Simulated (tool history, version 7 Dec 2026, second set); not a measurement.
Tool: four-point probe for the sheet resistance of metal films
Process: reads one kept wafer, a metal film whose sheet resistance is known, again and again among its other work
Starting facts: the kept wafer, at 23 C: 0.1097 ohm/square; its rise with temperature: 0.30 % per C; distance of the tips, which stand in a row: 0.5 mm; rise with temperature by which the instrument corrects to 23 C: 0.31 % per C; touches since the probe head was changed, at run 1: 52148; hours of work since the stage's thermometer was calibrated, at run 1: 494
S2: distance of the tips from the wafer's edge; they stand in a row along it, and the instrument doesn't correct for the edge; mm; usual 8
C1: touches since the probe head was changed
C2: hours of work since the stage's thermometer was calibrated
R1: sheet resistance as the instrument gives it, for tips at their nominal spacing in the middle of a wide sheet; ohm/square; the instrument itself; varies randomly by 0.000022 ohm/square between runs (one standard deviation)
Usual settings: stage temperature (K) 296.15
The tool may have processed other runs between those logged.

{"run": 1, "hour": 0.0, "stage temperature (K)": 296.15, "S2": 8, "C1": 52148, "C2": 494, "R1": 0.109495}
{"run": 2, "hour": 54.9, "stage temperature (K)": 302.15, "S2": 8, "C1": 54428, "C2": 521, "R1": 0.109455}
{"run": 3, "hour": 124.1, "stage temperature (K)": 296.15, "S2": 57, "C1": 57302, "C2": 553, "R1": 0.109205}
{"run": 4, "hour": 181.6, "stage temperature (K)": 296.15, "S2": 57, "C1": 59686, "C2": 581, "R1": 0.109196}
{"run": 5, "hour": 260.5, "stage temperature (K)": 296.15, "S2": 57, "C1": 62962, "C2": 618, "R1": 0.109184}
{"run": 6, "hour": 298.9, "stage temperature (K)": 296.15, "S2": 57, "C1": 64556, "C2": 636, "R1": 0.109177}
{"run": 7, "hour": 369.2, "stage temperature (K)": 296.15, "S2": 8, "C1": 67475, "C2": 670, "R1": 0.109347}
{"run": 8, "hour": 412.2, "stage temperature (K)": 296.15, "S2": 8, "C1": 69260, "C2": 690, "R1": 0.109347}
{"run": 9, "hour": 486.5, "stage temperature (K)": 296.15, "S2": 8, "C1": 72346, "C2": 725, "R1": 0.109347}
{"run": 10, "hour": 563.0, "stage temperature (K)": 299.15, "S2": 9, "C1": 75521, "C2": 761, "R1": 0.10922}
{"run": 11, "hour": 616.5, "stage temperature (K)": 294.15, "S2": 4, "C1": 77741, "C2": 787, "R1": 0.109973}
{"run": 12, "hour": 671.6, "stage temperature (K)": 306.15, "S2": 4, "C1": 80031, "C2": 813, "R1": 0.1099}
{"run": 13, "hour": 738.0, "stage temperature (K)": 296.15, "S2": 41, "C1": 82787, "C2": 844, "R1": 0.108967}
{"run": 14, "hour": 790.9, "stage temperature (K)": 304.15, "S2": 27, "C1": 84984, "C2": 870, "R1": 0.108942}
{"run": 15, "hour": 836.8, "stage temperature (K)": 307.15, "S2": 38, "C1": 86888, "C2": 891, "R1": 0.1089}
{"run": 16, "hour": 876.7, "stage temperature (K)": 307.15, "S2": 38, "C1": 88545, "C2": 910, "R1": 0.10888}

For some of the steps in R1 from one run to the next: how much would appear even if the tool had no hidden state, given the settings, what came in and random variation, and how much remains for the hidden state plus any gauge scatter that the measured result and the result without hidden state don't share?
Unlogged tool condition in this case: inner tips' distance over the nominal, %; tips' flats over new ones', %; wafer's true temperature over the reading, C; drift of the gauge itself on sheet_ohm, %.
Run 9 -> 10: stage temperature (K) 296.15 -> 299.15, S2 8 -> 9. R1 -0.000127 ohm/square: hidden state -0.000033, all else -0.000094.
Run 12 -> 13: stage temperature (K) 306.15 -> 296.15, S2 4 -> 41. R1 -0.000933 ohm/square: hidden state -0.00002, all else -0.000913.

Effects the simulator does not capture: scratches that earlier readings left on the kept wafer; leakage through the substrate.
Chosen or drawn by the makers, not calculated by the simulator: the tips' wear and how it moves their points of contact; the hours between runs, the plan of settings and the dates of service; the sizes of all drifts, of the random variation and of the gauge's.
